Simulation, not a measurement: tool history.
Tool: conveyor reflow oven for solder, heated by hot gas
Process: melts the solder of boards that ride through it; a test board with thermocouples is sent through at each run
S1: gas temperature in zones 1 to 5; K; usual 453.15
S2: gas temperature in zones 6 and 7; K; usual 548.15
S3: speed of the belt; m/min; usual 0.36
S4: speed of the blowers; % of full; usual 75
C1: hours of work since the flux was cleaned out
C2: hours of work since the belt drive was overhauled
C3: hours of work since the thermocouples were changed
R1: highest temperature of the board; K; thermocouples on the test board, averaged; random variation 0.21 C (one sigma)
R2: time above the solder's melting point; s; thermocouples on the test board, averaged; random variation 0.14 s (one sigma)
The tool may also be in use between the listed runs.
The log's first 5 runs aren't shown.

run     day      S1      S2     S3  S4   C1   C2   C3      R1     R2
  6   2.788  453.15  548.15   0.36  88  224  363  219  540.35  106.6
  7   3.371  453.15  548.15   0.36  75  233  373  229  538.45  104.9
  8   3.867  453.15  548.15   0.36  75  242  382  237  538.35  105.1
      4.404  -- flux residue cleaned out of gas plates and filters
  9   4.712  460.15  548.15   0.36  75    5  392  248  540.25  109.6
 10    5.05  460.15  548.15   0.36  75   11  398  254  540.15  109.7
 11   5.571  460.15  548.15   0.36  75   20  407  262  540.05  109.8
 12   6.083  460.15  548.15   0.36  75   28  415  271  540.15  109.8
 13   6.462  460.15  548.15   0.36  75   35  422  277  539.95  109.4
 14   7.121  460.15  548.15   0.36  75   46  433  288  539.85  109.5
 15   7.746  460.15  548.15   0.36  75   56  443  299  539.85  109.8
 16   8.117  460.15  548.15   0.36  75   62  450  305  539.85  109.7
 17    8.45  460.15  548.15   0.36  75   68  455  311  539.85  109.5
 18   9.054  460.15  548.15   0.36  75   78  465  321  539.65  109.8
 19   9.608  460.15  548.15   0.36  75   87  475  330  539.95  109.6
 20   10.35  460.15  548.15   0.36  75  100  487  343  539.15  109.6
 21  10.975  450.15  542.15  0.399  72  111  498  353  530.05   86.9
 22  11.488  455.15  548.15   0.36  75  119  506  362  538.75  106.4
 23  12.017  455.15  548.15   0.36  75  128  515  371  539.15  106.7
 24  12.738  455.15  548.15   0.36  75  140  527  383  538.75  106.4
 25  13.388  455.15  536.15   0.36  69  151  538  394  526.85   97.1
 26  13.717  446.15  548.15  0.419  75  157  544  399  533.85   83.4
 27  14.062  446.15  548.15  0.352  59  162  550  405  535.15  100.8
 28  14.492  453.15  556.15   0.36  75  170  557  412  546.15  109.8
 29    14.9  453.15  548.15   0.36  88  176  564  419  540.45  106.8
 30  15.479  453.15  548.15   0.36  88  186  573  429  540.45  106.8

Forecast each of these 4 alternatives for the next run:
  A  15.967  453.15  541.15   0.36  83  194  582  437   ?   ?
  B  15.967  465.15  543.15   0.36  67  194  582  437   ?   ?
  C  15.967  453.15  561.15   0.36  88  194  582  437   ?   ?
  D  15.967  465.15  548.15  0.349  74  194  582  437   ?   ?

run      R1     R2
  A  533.05  101.9
  B  533.65  108.8
  C  553.05  113.1
  D  540.05  116.5
Without the tool's hidden state the same runs would have given:
run      R1     R2
  A  534.65  102.2
  B  535.05  108.7
  C  554.75  112.6
  D  541.55  116.1
